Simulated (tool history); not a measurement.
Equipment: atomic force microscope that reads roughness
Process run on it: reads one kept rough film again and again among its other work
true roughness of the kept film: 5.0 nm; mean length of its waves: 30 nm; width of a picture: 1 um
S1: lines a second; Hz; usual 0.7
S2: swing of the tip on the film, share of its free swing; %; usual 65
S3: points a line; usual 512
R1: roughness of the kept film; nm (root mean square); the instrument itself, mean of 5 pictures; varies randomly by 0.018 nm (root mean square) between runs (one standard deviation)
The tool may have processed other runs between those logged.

| run | day | S1 | S2 | S3 | R1 |
|---|---|---|---|---|---|
| 1 | 0 | 0.7 | 65 | 512 | 4.105 |
| 2 | 2.204 | 0.7 | 65 | 512 | 3.833 |
| 3 | 4.129 | 0.7 | 65 | 512 | 3.667 |
|  | 5.071 | new tip fitted |
| 4 | 6.146 | 0.7 | 65 | 512 | 4.145 |
| 5 | 7.142 | 0.7 | 65 | 512 | 4.015 |
| 6 | 8.804 | 0.7 | 74 | 512 | 3.758 |
| 7 | 10.421 | 0.7 | 65 | 512 | 3.674 |
|  | 11.492 | new tip fitted |
| 8 | 11.962 | 0.565 | 65 | 512 | 4.307 |
| 9 | 14.375 | 0.7 | 62 | 512 | 3.972 |
| 10 | 16.012 | 0.7 | 65 | 512 | 3.762 |
| 11 | 17.533 | 3.426 | 65 | 512 | 3.186 |
|  | 18.067 | new tip fitted |
| 12 | 19.575 | 3.426 | 65 | 512 | 3.617 |
| 13 | 20.633 | 1.223 | 65 | 512 | 3.869 |
| 14 | 22.788 | 0.7 | 65 | 512 | 3.737 |
|  | 24.604 | new tip fitted |
| 15 | 24.896 | 0.7 | 65 | 512 | 4.24 |
| 16 | 25.983 | 0.7 | 57 | 512 | 4.179 |
| 17 | 28.075 | 0.7 | 65 | 895 | 3.83 |
| 18 | 30.317 | 0.7 | 65 | 512 | 3.644 |
|  | 31.104 | new tip fitted |
| 19 | 32.267 | 0.7 | 65 | 512 | 4.107 |
| 20 | 34.225 | 0.7 | 65 | 512 | 3.908 |
| 21 | 35.346 | 0.7 | 65 | 503 | 3.776 |
| 22 | 37.175 | 0.7 | 65 | 503 | 3.559 |
|  | 37.604 | new tip fitted |
| 23 | 38.479 | 0.7 | 65 | 512 | 4.156 |
| 24 | 40.371 | 0.7 | 65 | 512 | 3.972 |
| 25 | 42.629 | 0.7 | 65 | 512 | 3.673 |
| 26 | 43.842 | 0.7 | 65 | 512 | 3.559 |
|  | 44.025 | new tip fitted |
| 27 | 45.238 | 2.046 | 65 | 595 | 3.9 |
| 28 | 46.696 | 3.934 | 65 | 687 | 3.469 |

Forecast run 29:
| 29 | 48 | 0.587 | 56 | 941 | ? |

R1: 3.886 nm (root mean square)
Take away the tool's hidden state, keep the run-to-run variation as it was, and the same run would have given R1 4.406 nm (root mean square).
